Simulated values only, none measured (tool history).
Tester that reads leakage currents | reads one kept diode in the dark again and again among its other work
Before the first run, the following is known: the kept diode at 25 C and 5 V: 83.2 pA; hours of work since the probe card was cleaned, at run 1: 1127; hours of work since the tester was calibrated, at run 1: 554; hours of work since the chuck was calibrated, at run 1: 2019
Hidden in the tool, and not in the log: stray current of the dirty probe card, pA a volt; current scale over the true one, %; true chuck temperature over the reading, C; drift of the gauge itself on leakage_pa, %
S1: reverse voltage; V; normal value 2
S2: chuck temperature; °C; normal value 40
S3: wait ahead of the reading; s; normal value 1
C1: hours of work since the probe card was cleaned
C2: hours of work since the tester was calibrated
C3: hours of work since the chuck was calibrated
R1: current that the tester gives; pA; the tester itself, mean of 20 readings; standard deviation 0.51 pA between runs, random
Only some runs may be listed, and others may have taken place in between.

run 1 hour=0 | S1=2 S2=40 S3=1 | C1=1127 C2=554 C3=2019 | R1=152.19
run 2 hour=37.1 | S1=2 S2=40 S3=1 | C1=1157 C2=583 C3=2049 | R1=152.15
run 3 hour=58.9 | S1=2 S2=21 S3=1 | C1=1174 C2=601 C3=2066 | R1=36.96
run 4 hour=100.5 | S1=2 S2=21 S3=1 | C1=1207 C2=634 C3=2100 | R1=36.75
run 5 hour=127.3 | S1=2 S2=21 S3=1 | C1=1229 C2=655 C3=2121 | R1=36.77
run 6 hour=169.5 | S1=2 S2=21 S3=1 | C1=1262 C2=689 C3=2155 | R1=36.47
run 7 hour=200.4 | S1=2 S2=40 S3=1 | C1=1287 C2=714 C3=2179 | R1=150.81
run 8 hour=244.5 | S1=5.71 S2=40 S3=1 | C1=1322 C2=749 C3=2215 | R1=253.51
-- hour=279.8 chuck's temperature calibrated
run 9 hour=290.4 | S1=5.71 S2=40 S3=0.96 | C1=1357 C2=784 C3=8 | R1=287
run 10 hour=334.2 | S1=2 S2=40 S3=1 | C1=1392 C2=819 C3=43 | R1=170.89
run 11 hour=360.4 | S1=1.21 S2=40 S3=1 | C1=1413 C2=840 C3=64 | R1=133.02
run 12 hour=384.5 | S1=1.21 S2=40 S3=1 | C1=1432 C2=859 C3=84 | R1=132.53
run 13 hour=419.7 | S1=1.21 S2=40 S3=1 | C1=1460 C2=887 C3=112 | R1=132.2
run 14 hour=451.1 | S1=1.21 S2=40 S3=1 | C1=1486 C2=912 C3=137 | R1=132.2
run 15 hour=475.7 | S1=1.21 S2=40 S3=1 | C1=1505 C2=932 C3=156 | R1=131.97
run 16 hour=519 | S1=2 S2=40 S3=1 | C1=1540 C2=966 C3=191 | R1=168.13
run 17 hour=554.4 | S1=16.7 S2=40 S3=1 | C1=1568 C2=995 C3=219 | R1=490.72
run 18 hour=593 | S1=16.7 S2=40 S3=1 | C1=1599 C2=1026 C3=250 | R1=492.22
run 19 hour=631.4 | S1=16.7 S2=40 S3=1 | C1=1629 C2=1056 C3=281 | R1=492.79
run 20 hour=653.3 | S1=2 S2=40 S3=1 | C1=1647 C2=1074 C3=298 | R1=168.09
run 21 hour=680.5 | S1=3.7 S2=40 S3=1 | C1=1669 C2=1095 C3=320 | R1=228.34
run 22 hour=718.8 | S1=3.7 S2=40 S3=1 | C1=1699 C2=1126 C3=351 | R1=229.25
run 23 hour=744.2 | S1=3.7 S2=40 S3=1 | C1=1720 C2=1146 C3=371 | R1=227.69
run 24 hour=775.6 | S1=8.42 S2=51 S3=1 | C1=1745 C2=1171 C3=396 | R1=726.36
run 25 hour=812.6 | S1=1.53 S2=21 S3=8.32 | C1=1774 C2=1201 C3=425 | R1=35.4
run 26 hour=836.7 | S1=1.53 S2=21 S3=8.32 | C1=1793 C2=1220 C3=445 | R1=35.52
run 27 hour=860.4 | S1=1.53 S2=21 S3=8.32 | C1=1812 C2=1239 C3=464 | R1=35.45
run 28 hour=884.2 | S1=1.53 S2=21 S3=8.32 | C1=1831 C2=1258 C3=483 | R1=35.22
run 29 hour=905.6 | S1=1.27 S2=40 S3=1 | C1=1848 C2=1275 C3=500 | R1=133
run 30 hour=944.1 | S1=1.27 S2=40 S3=1 | C1=1879 C2=1306 C3=530 | R1=132.2
run 31 hour=969.1 | S1=1.27 S2=40 S3=1 | C1=1899 C2=1326 C3=550 | R1=131.56
run 32 hour=1004.8 | S1=1.27 S2=40 S3=1 | C1=1928 C2=1354 C3=579 | R1=131.68
run 33 hour=1033.1 | S1=2 S2=40 S3=1.36 | C1=1950 C2=1377 C3=601 | R1=163.78
run 34 hour=1053.8 | S1=4.47 S2=40 S3=1 | C1=1967 C2=1393 C3=618 | R1=246.89
run 35 hour=1076.6 | S1=2 S2=30 S3=1 | C1=1985 C2=1412 C3=636 | R1=79.91
run 36 hour=1113.4 | S1=8.32 S2=33 S3=1 | C1=2014 C2=1441 C3=666 | R1=208.21
run 37 hour=1146.7 | S1=8.32 S2=33 S3=1 | C1=2041 C2=1468 C3=692 | R1=208.43
run 38 hour=1186.1 | S1=1 S2=49 S3=0.49 | C1=2072 C2=1499 C3=724 | R1=216.69
run 39 hour=1207.3 | S1=12.97 S2=46 S3=8.95 | C1=2089 C2=1516 C3=741 | R1=630.62
run 40 hour=1247.2 | S1=7.24 S2=46 S3=5.88 | C1=2121 C2=1548 C3=772 | R1=470.8

Branching from run 40: 4 alternative next runs. What would each branch give?
run A hour=1269 | S1=4.69 S2=23 S3=0.74 | C1=2139 C2=1565 C3=790 | R1=?
run B hour=1269 | S1=1.08 S2=46 S3=5.88 | C1=2139 C2=1565 C3=790 | R1=?
run C hour=1269 | S1=2 S2=20 S3=1 | C1=2139 C2=1565 C3=790 | R1=?
run D hour=1269 | S1=2.77 S2=24 S3=1.17 | C1=2139 C2=1565 C3=790 | R1=?

run=A R1=76.24
run=B R1=183.72
run=C R1=38.19
run=D R1=60.85
Had the tool no hidden state, the same runs would have come out as:
run=A R1=70.85
run=B R1=191.19
run=C R1=36.27
run=D R1=58.62

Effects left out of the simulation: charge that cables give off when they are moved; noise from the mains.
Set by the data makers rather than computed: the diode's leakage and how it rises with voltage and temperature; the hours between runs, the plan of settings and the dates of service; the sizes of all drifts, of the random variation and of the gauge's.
